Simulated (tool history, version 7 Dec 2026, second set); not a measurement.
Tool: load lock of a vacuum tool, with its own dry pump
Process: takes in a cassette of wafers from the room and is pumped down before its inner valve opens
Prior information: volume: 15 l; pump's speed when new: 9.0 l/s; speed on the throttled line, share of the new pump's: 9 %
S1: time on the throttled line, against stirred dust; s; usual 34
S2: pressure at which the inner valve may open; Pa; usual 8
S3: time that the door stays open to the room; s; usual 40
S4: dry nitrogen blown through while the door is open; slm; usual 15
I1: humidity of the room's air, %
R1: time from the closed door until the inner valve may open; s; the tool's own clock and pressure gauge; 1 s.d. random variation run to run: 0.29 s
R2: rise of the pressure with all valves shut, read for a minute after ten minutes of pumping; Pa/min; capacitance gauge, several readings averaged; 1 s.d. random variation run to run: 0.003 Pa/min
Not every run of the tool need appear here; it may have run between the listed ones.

run 1 day=0 | S1=34 S2=8 S3=40 S4=15 | I1=45.5 | R1=48 R2=0.042
run 2 day=6.812 | S1=34 S2=8 S3=32 S4=15 | I1=42.2 | R1=48 R2=0.037
run 3 day=10.433 | S1=34 S2=8 S3=40 S4=15 | I1=45.7 | R1=48 R2=0.036
run 4 day=14.612 | S1=34 S2=8 S3=40 S4=15 | I1=44.8 | R1=48.4 R2=0.041
run 5 day=20.929 | S1=34 S2=8 S3=112 S4=15 | I1=46.5 | R1=48.4 R2=0.054
run 6 day=28.438 | S1=34 S2=8 S3=112 S4=15 | I1=46.9 | R1=48.2 R2=0.058
run 7 day=34.346 | S1=34 S2=8 S3=40 S4=15 | I1=47.2 | R1=48.3 R2=0.046
run 8 day=38.162 | S1=44 S2=8 S3=40 S4=15 | I1=44.5 | R1=56.7 R2=0.043
run 9 day=45.092 | S1=34 S2=8 S3=40 S4=15 | I1=42.7 | R1=48.5 R2=0.043
run 10 day=52.808 | S1=27 S2=8 S3=40 S4=15 | I1=43 | R1=42.1 R2=0.048
run 11 day=58.717 | S1=34 S2=8 S3=43 S4=15 | I1=42.3 | R1=47.8 R2=0.048
run 12 day=63.538 | S1=34 S2=8 S3=75 S4=15 | I1=43.8 | R1=47.7 R2=0.049
run 13 day=66.8 | S1=34 S2=8 S3=75 S4=15 | I1=44.9 | R1=47.9 R2=0.054
run 14 day=70.321 | S1=38 S2=16 S3=70 S4=15 | I1=45.8 | R1=50.6 R2=0.056
run 15 day=74.858 | S1=24 S2=7 S3=234 S4=5 | I1=43.6 | R1=39.4 R2=0.09
run 16 day=82.292 | S1=24 S2=7 S3=234 S4=16 | I1=43.7 | R1=39.9 R2=0.067

Expected results for the next run?
run 17 day=87.129 | S1=24 S2=7 S3=234 S4=16 | I1=42.5 | R1=? R2=?

Run 17 produced R1 40.1 s, R2 0.063 Pa/min.
With the hidden condition absent and the run-to-run variation left alone, this run would have shown R1 38.4 s, R2 0.048 Pa/min.

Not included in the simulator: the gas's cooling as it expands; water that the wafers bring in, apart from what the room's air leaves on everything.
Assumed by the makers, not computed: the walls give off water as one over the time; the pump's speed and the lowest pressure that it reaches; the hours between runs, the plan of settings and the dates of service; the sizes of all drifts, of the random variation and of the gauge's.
